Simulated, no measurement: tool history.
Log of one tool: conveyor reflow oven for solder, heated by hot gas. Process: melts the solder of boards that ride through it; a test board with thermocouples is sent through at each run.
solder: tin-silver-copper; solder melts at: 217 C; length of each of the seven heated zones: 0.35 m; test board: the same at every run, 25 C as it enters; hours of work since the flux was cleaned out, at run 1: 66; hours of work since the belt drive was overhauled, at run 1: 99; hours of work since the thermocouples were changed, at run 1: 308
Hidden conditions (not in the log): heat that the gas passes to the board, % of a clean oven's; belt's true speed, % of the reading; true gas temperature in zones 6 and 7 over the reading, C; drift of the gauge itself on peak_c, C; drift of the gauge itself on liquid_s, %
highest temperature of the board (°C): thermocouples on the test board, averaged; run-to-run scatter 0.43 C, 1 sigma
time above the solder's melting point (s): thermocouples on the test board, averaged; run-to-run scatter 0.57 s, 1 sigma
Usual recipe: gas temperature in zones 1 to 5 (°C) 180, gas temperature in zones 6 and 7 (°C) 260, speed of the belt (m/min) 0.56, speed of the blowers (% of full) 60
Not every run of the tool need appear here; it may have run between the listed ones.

run   hour  gas temperature in zones 1 to 5 (°C)  gas temperature in zones 6 and 7 (°C)  speed of the belt (m/min)  speed of the blowers (% of full)  hours of work since the flux was cleaned out  hours of work since the belt drive was overhauled  hours of work since the thermocouples were changed  highest temperature of the board (°C)  time above the solder's melting point (s)
  1      0                                   180                                    260                       0.56                                60                                            66                                                 99                                                 308                                  237.7                                       41.8
  2    6.2                                   180                                    260                       0.56                                60                                            70                                                103                                                 312                                  237.2                                       42.5
  3   14.8                                   180                                    260                       0.56                                60                                            76                                                110                                                 318                                  237.7                                       42.5
  4   29.3                                   180                                    261                       0.56                                60                                            87                                                120                                                 329                                    238                                       43.7
  5   37.2                                   180                                    260                       0.56                                60                                            92                                                126                                                 334                                  237.2                                       42.3
  6   50.2                                   180                                    260                       0.56                                60                                           102                                                135                                                 344                                  237.4                                       41.7
  7   58.8                                   180                                    260                       0.56                                60                                           108                                                141                                                 350                                  236.6                                       41.6
  8     70                                   180                                    260                       0.56                                60                                           116                                                149                                                 358                                  237.3                                       41.8
  9   84.1                                   180                                    262                       0.56                                60                                           126                                                159                                                 368                                  238.2                                       43.1
 10   94.7                                   180                                    260                       0.56                                60                                           133                                                167                                                 375                                  236.5                                         41
 11  105.4                                   166                                    260                       0.56                                60                                           141                                                174                                                 383                                  233.4                                         32
 12  115.1                                   166                                    260                       0.56                                60                                           148                                                181                                                 390                                  232.9                                       32.1
 13  125.8                                   166                                    260                      0.588                                60                                           156                                                189                                                 398                                  231.8                                       26.5
 14  138.6                                   166                                    260                      0.588                                60                                           165                                                198                                                 407                                  230.1                                       26.7
 15  150.7                                   166                                    260                      0.588                                60                                           174                                                207                                                 416                                  230.6                                       26.6
 16    160                                   182                                    260                      0.588                                60                                           180                                                214                                                 422                                  234.8                                       35.6
 17  167.5                                   182                                    260                      0.588                                60                                           186                                                219                                                 428                                  234.6                                       37.4
 18  180.7                                   180                                    260                      0.655                                72                                           195                                                228                                                 437                                  233.3                                       29.9
 19  188.5                                   167                                    260                       0.56                                73                                           201                                                234                                                 443                                  235.8                                       37.2
 20  197.9                                   166                                    274                      0.527                                62                                           207                                                241                                                 449                                  246.2                                       49.2
 21  205.4                                   166                                    274                      0.527                                62                                           213                                                246                                                 455                                  245.2                                       49.3
 22    214                                   166                                    274                      0.527                                62                                           219                                                252                                                 461                                  245.8                                       48.9
 23  228.5                                   166                                    274                      0.527                                62                                           229                                                263                                                 471                                  246.1                                       49.9
 24  239.2                                   168                                    253                      0.544                                89                                           237                                                270                                                 479                                  233.3                                         37
 25  245.1                                   168                                    267                      0.648                                89                                           241                                                275                                                 483                                  238.6                                       33.2
 26    259                                   168                                    267                      0.648                                89                                           251                                                284                                                 493                                  237.8                                       33.2
 27  266.4                                   193                                    275                      0.486                                89                                           256                                                290                                                 499                                  260.4                                       78.7
 28  273.4                                   193                                    269                      0.486                                89                                           261                                                295                                                 503                                  254.8                                       75.6
 29  279.4                                   180                                    250                      0.664                                60                                           266                                                299                                                 508                                  221.6                                        9.6
 30  287.5                                   180                                    249                       0.56                                75                                           272                                                305                                                 514                                  229.6                                       32.4
 31  301.8                                   180                                    249                       0.56                                75                                           282                                                315                                                 524                                  229.7                                       32.2
 32  309.8                                   180                                    249                      0.481                                60                                           288                                                321                                                 530                                  231.7                                       41.9

Here are 3 independent what-if runs from the current tool condition. What would each one return?
  A  318.5                                   180                                    262                      0.593                                55                                           294                                                327                                                 536                                      ?                                          ?
  B  318.5                                   180                                    260                       0.56                                78                                           294                                                327                                                 536                                      ?                                          ?
  C  318.5                                   180                                    249                      0.625                                65                                           294                                                327                                                 536                                      ?                                          ?

run  highest temperature of the board (°C)  time above the solder's melting point (s)
  A                                  231.9                                       31.1
  B                                  238.5                                       45.8
  C                                  223.6                                       17.5
With the hidden condition removed and each run's random variation left untouched, the same runs would have given:
run  highest temperature of the board (°C)  time above the solder's melting point (s)
  A                                  236.1                                       37.4
  B                                  242.7                                       51.1
  C                                  227.7                                       25.8
